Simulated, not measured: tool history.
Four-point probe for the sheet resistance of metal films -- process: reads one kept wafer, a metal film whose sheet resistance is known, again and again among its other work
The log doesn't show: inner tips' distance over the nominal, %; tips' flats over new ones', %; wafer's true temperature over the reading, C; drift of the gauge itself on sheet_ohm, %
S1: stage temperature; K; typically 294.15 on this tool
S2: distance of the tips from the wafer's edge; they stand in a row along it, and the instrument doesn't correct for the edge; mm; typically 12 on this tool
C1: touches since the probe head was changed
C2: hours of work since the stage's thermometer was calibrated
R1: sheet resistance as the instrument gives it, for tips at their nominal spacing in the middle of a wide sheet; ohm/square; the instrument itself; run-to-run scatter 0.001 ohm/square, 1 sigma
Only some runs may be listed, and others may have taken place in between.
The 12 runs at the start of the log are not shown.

run    hour      S1  S2     C1    C2        R1
 13  1163.2  293.15  12  59067   659  5.055026
 14  1271.1  294.15  12  60368   713  5.052757
 15  1346.9  294.15  12  61280   751  5.051575
 16  1452.4  294.15  12  62550   803  5.053035
 17  1526.5  294.15  12  63443   840  5.053992
 18  1661.6  305.15  12  65070   907   4.99478
 19  1779.6  305.15  12  66491   966  4.995376
 20  1853.7  305.15  12  67384  1003  4.995918
 21  1945.6  307.15  44  68490  1048  4.968285
 22  2033.5  294.15  47  69548  1092  5.039824
 23  2117.2  295.15  31  70556  1133  5.035523
 24  2193.2  305.15   4  71471  1171  5.141384
 25    2258  305.15   4  72252  1203  5.139638
     2270.6  -- stage's thermometer calibrated
 26  2339.9  302.15   4  73233    34  5.155703
 27  2473.4  295.15  21  74840   101  5.038975
 28  2579.4  295.15  21  76116   153  5.037067
 29  2686.5  298.15  12  77406   207  5.034547
     2727.5  -- stage's thermometer calibrated, once more
 30  2801.5  308.15   9  78785    37  5.010292
 31  2927.7  308.15   9  80305   100  5.009335
 32  2999.6  308.15   9  81171   135  5.008209
 33  3057.5  308.15   9  81867   164  5.010683
 34  3138.5  302.15  12  82843   204  5.026553
 35  3275.9  294.15  12  84498   273  5.072964
 36  3412.9  296.15  11  86148   341  5.063446
 37  3469.9  299.15   9  86834   369   5.05857

4 options for the next run, each taken on its own from the tool as it stands now. Forecast them:
  A  3604.7  307.15  35  88458  436   ?
  B  3604.7  304.15   3  88458  436   ?
  C  3604.7  298.15   9  88458  436   ?
  D  3604.7  308.15   9  88458  436   ?

run        R1
  A  4.988143
  B  5.279755
  C  5.066922
  D  5.012651
With no hidden state in the tool, these same runs would have given:
run        R1
  A  4.928642
  B  5.217095
  C  5.006566
  D  4.952882
